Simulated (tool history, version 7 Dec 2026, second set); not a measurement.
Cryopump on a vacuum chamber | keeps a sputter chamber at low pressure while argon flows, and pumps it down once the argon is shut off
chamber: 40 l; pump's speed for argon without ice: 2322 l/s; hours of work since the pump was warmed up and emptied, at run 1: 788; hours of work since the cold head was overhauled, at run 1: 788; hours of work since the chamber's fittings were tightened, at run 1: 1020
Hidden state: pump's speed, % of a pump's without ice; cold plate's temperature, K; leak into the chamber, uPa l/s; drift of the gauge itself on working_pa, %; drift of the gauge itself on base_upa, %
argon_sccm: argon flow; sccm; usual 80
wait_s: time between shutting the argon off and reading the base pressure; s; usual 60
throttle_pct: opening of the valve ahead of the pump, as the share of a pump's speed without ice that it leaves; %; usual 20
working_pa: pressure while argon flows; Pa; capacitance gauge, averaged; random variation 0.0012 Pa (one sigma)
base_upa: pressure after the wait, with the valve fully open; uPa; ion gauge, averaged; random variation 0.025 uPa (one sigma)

run,hour,argon_sccm,wait_s,throttle_pct,hours of work since the pump was warmed up and emptied,hours of work since the cold head was overhauled,hours of work since the chamber's fittings were tightened,working_pa,base_upa
1,0,80,60,20,788,788,1020,0.3016,1.85
2,59.5,80,60,35,812,812,1044,0.176,1.8
3,121,80,60,35,837,837,1069,0.1765,1.89
4,177.7,80,60,20,860,860,1092,0.3031,1.88
5,228.7,80,60,20,880,880,1113,0.3017,1.89
6,277.1,80,60,20,900,900,1132,0.3019,1.92
7,308.5,80,60,20,912,912,1145,0.3055,1.94
8,333.3,80,60,38,922,922,1155,0.1657,1.94
9,392.3,80,60,38,946,946,1179,0.1646,1.97
# hour 431.7: pump warmed up, emptied and cooled again
10,431.7,36,60,20,0,960,1192,0.1316,1.79
11,491.6,36,60,20,24,984,1216,0.131,1.85
12,549.4,36,60,20,47,1008,1240,0.1307,1.87
13,593.4,36,60,20,65,1025,1258,0.131,1.89
14,627.8,36,60,20,79,1039,1271,0.1316,1.88
15,669.6,36,60,20,96,1056,1288,0.1322,1.91
16,697.6,36,60,20,107,1067,1300,0.1315,1.91
17,746.8,36,60,20,127,1087,1319,0.1315,1.92
18,793.6,36,60,20,146,1106,1338,0.1314,1.94
19,821.1,80,52,42,157,1117,1349,0.1409,2.07
20,865.5,80,52,42,175,1135,1367,0.1413,2.08
21,900,80,52,42,189,1149,1381,0.1418,2.16
# hour 936.3: leaking fittings of the chamber tightened, without venting
22,959.7,80,52,42,212,1172,9,0.1418,1.12
23,1020.5,33,25,41,237,1197,34,0.0593,2.22
24,1056,48,27,30,251,1211,48,0.1188,2.08
25,1110.6,48,27,30,273,1233,70,0.1185,2.06
26,1141.6,48,27,30,285,1245,83,0.1192,2.08
27,1177.5,44,98,20,300,1260,97,0.1618,0.73
28,1230.4,80,60,24,321,1281,119,0.2482,1.05
29,1262.1,32,60,24,334,1294,131,0.0986,1.11
30,1287.2,32,60,27,344,1304,141,0.0883,1.11
31,1333.9,32,60,27,363,1323,160,0.0884,1.13
32,1388.1,32,60,39,385,1345,182,0.0614,1.11
33,1447.9,32,60,39,409,1369,206,0.0621,1.11
34,1474.2,32,60,39,420,1380,217,0.0618,1.12
35,1505.4,90,84,60,432,1392,229,0.1165,0.93

3 ways to go on from here, each from the tool as it stands after run 35. What would each give?
A,1557.9,63,54,32,453,1413,251,?,?
B,1557.9,146,187,60,453,1413,251,?,?
C,1557.9,80,150,23,453,1413,251,?,?

run,working_pa,base_upa
A,0.1499,1.29
B,0.1883,0.6
C,0.2595,0.7
Without the tool's hidden state the same runs would have given:
run,working_pa,base_upa
A,0.145,1.08
B,0.177,0.4
C,0.2533,0.49
